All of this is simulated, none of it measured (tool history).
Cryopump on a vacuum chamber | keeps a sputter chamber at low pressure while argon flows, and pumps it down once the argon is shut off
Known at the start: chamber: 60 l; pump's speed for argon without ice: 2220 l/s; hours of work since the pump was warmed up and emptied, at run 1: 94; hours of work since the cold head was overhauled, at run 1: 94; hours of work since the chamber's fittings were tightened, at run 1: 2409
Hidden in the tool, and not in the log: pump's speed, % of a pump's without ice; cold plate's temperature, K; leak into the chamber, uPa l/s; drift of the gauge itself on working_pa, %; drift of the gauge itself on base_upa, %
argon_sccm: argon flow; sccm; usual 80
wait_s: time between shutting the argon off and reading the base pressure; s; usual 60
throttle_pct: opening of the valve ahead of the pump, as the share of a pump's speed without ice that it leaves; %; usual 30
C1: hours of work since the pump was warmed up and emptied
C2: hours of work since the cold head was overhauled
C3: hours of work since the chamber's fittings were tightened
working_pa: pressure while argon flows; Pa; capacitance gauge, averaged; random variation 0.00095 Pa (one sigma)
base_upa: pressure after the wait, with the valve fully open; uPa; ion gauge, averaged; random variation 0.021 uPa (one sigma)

run 1 day=0 | argon_sccm=80 wait_s=60 throttle_pct=30 | C1=94 C2=94 C3=2409 | working_pa=0.2061 base_upa=1.24
run 2 day=0.967 | argon_sccm=80 wait_s=60 throttle_pct=30 | C1=112 C2=112 C3=2426 | working_pa=0.2078 base_upa=1.28
run 3 day=1.533 | argon_sccm=87 wait_s=60 throttle_pct=30 | C1=122 C2=122 C3=2437 | working_pa=0.2251 base_upa=1.26
run 4 day=2.733 | argon_sccm=87 wait_s=60 throttle_pct=30 | C1=144 C2=144 C3=2459 | working_pa=0.2263 base_upa=1.29
run 5 day=3.812 | argon_sccm=87 wait_s=60 throttle_pct=30 | C1=164 C2=164 C3=2478 | working_pa=0.226 base_upa=1.27
run 6 day=4.467 | argon_sccm=80 wait_s=60 throttle_pct=30 | C1=176 C2=176 C3=2490 | working_pa=0.2076 base_upa=1.31
run 7 day=5 | argon_sccm=80 wait_s=60 throttle_pct=30 | C1=186 C2=186 C3=2500 | working_pa=0.2098 base_upa=1.31
run 8 day=5.771 | argon_sccm=80 wait_s=60 throttle_pct=30 | C1=200 C2=200 C3=2514 | working_pa=0.2094 base_upa=1.28
run 9 day=6.421 | argon_sccm=80 wait_s=49 throttle_pct=30 | C1=212 C2=212 C3=2526 | working_pa=0.2102 base_upa=1.43
run 10 day=7.488 | argon_sccm=136 wait_s=178 throttle_pct=54 | C1=231 C2=231 C3=2546 | working_pa=0.2049 base_upa=1.12
run 11 day=8.408 | argon_sccm=136 wait_s=178 throttle_pct=54 | C1=248 C2=248 C3=2563 | working_pa=0.2059 base_upa=1.12
run 12 day=9.279 | argon_sccm=80 wait_s=178 throttle_pct=41 | C1=264 C2=264 C3=2579 | working_pa=0.1569 base_upa=1.13
run 13 day=10.258 | argon_sccm=80 wait_s=178 throttle_pct=41 | C1=282 C2=282 C3=2596 | working_pa=0.1577 base_upa=1.16
run 14 day=11.179 | argon_sccm=80 wait_s=178 throttle_pct=41 | C1=299 C2=299 C3=2613 | working_pa=0.1579 base_upa=1.15
run 15 day=11.925 | argon_sccm=66 wait_s=22 throttle_pct=53 | C1=312 C2=312 C3=2627 | working_pa=0.1037 base_upa=1.99
run 16 day=12.942 | argon_sccm=136 wait_s=27 throttle_pct=43 | C1=331 C2=331 C3=2646 | working_pa=0.2584 base_upa=1.89
run 17 day=13.762 | argon_sccm=54 wait_s=92 throttle_pct=27 | C1=346 C2=346 C3=2661 | working_pa=0.1618 base_upa=1.34

Measured less the same run without the tool's hidden state. The same run-to-run variation is in both; the gauge's scatter may not be:
run=1 working_pa=+0.0036 base_upa=+0.76
run=2 working_pa=+0.004 base_upa=+0.76
run=3 working_pa=+0.0047 base_upa=+0.79
run=4 working_pa=+0.0054 base_upa=+0.8
run=5 working_pa=+0.0059 base_upa=+0.8
run=6 working_pa=+0.0058 base_upa=+0.81
run=7 working_pa=+0.0062 base_upa=+0.83
run=8 working_pa=+0.0066 base_upa=+0.81
run=9 working_pa=+0.007 base_upa=+0.86
run=10 working_pa=+0.0129 base_upa=+0.85
run=11 working_pa=+0.0137 base_upa=+0.87
run=12 working_pa=+0.0085 base_upa=+0.88
run=13 working_pa=+0.0092 base_upa=+0.9
run=14 working_pa=+0.0097 base_upa=+0.92
run=15 working_pa=+0.0085 base_upa=+0.91
run=16 working_pa=+0.0184 base_upa=+0.93
run=17 working_pa=+0.0078 base_upa=+0.97
